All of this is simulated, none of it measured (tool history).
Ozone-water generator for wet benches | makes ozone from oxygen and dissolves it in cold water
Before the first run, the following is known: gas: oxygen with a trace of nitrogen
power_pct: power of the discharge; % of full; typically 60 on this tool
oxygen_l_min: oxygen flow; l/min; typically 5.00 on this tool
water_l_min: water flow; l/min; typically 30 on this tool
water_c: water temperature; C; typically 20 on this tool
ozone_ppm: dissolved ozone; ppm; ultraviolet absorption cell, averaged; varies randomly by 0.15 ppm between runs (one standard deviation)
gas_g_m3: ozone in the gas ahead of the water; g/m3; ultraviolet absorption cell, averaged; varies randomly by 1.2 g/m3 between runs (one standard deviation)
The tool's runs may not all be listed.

run    hour  power_pct  oxygen_l_min  water_l_min  water_c  ozone_ppm  gas_g_m3
  1     0.0         60          5.00           30       20       16.2     203.0
  2    78.3         60          3.22           30       20       15.9     267.9
  3   161.9         98          5.00           30       20       24.5     306.8
  4   270.0         60          5.00           30       13       17.3     200.7
  5   373.8         60          5.00           30       13       17.2     199.2
  6   467.1         60          5.00           30       13       17.2     200.7
  7   567.7         60          5.00           30       13       17.4     200.6
  8   675.7         60          5.00           30       13       17.1     199.0
  9   764.0         60          5.00           30       27       14.4     199.8
 10   825.4         60          5.00           30       20       16.0     199.2
 11   933.0         60          5.00           45       20       11.1     200.1
 12   989.1         60          5.00           45       20       10.8     199.6
 13  1095.6         60          5.00           45       20       11.0     196.3
 14  1205.9         60          5.00           45       20       11.0     196.5
 15  1284.7         60          5.00           30       20       15.8     198.1
 16  1335.7         55          5.00           30       20       14.7     183.1
 17  1381.7         60          5.00           21       20       20.8     196.4
 18  1451.6         60          5.00           34       12       15.2     194.9
 19  1513.7         60          4.28           30       20       15.5     218.5
 20  1608.8         60          4.28           30       20       15.5     217.9
 21  1673.9         60          2.68           19       20       22.7     298.5
 22  1747.3         54          2.64           40       22       10.1     275.4
 23  1841.4         60          5.71           33       20       14.2     180.1
 24  1938.3         60          5.71           33       20       14.4     179.6
 25  2031.6         60          3.64           25       20       18.1     240.2
 26  2144.1         49          4.14           44       19        9.3     186.6
 27  2246.4         49          4.14           44       19        9.3     186.5
 28  2313.1         60          5.00           30       13       16.2     197.4
 29  2380.1         93          5.00           18       13       35.4     280.8
 30  2457.4         93          4.07           25       13       27.6     321.6
 31  2510.0         93          4.07           25       13       27.5     324.0
 32  2589.3         44          4.53           25       20       13.5     160.1
 33  2699.7         44          4.53           25       20       13.5     161.0

Branching from run 33: 3 alternative next runs. What would each branch give?
  A  2781.9         93          4.53           38       15          ?         ?
  B  2781.9         93          5.00           30       20          ?         ?
  C  2781.9         47          5.00           30       19          ?         ?

run  ozone_ppm  gas_g_m3
  A       18.4     298.7
  B       21.8     278.1
  C       12.5     157.6
Had the tool no hidden state, the same runs would have come out as:
run  ozone_ppm  gas_g_m3
  A       22.1     329.8
  B       26.1     307.0
  C       14.2     166.0

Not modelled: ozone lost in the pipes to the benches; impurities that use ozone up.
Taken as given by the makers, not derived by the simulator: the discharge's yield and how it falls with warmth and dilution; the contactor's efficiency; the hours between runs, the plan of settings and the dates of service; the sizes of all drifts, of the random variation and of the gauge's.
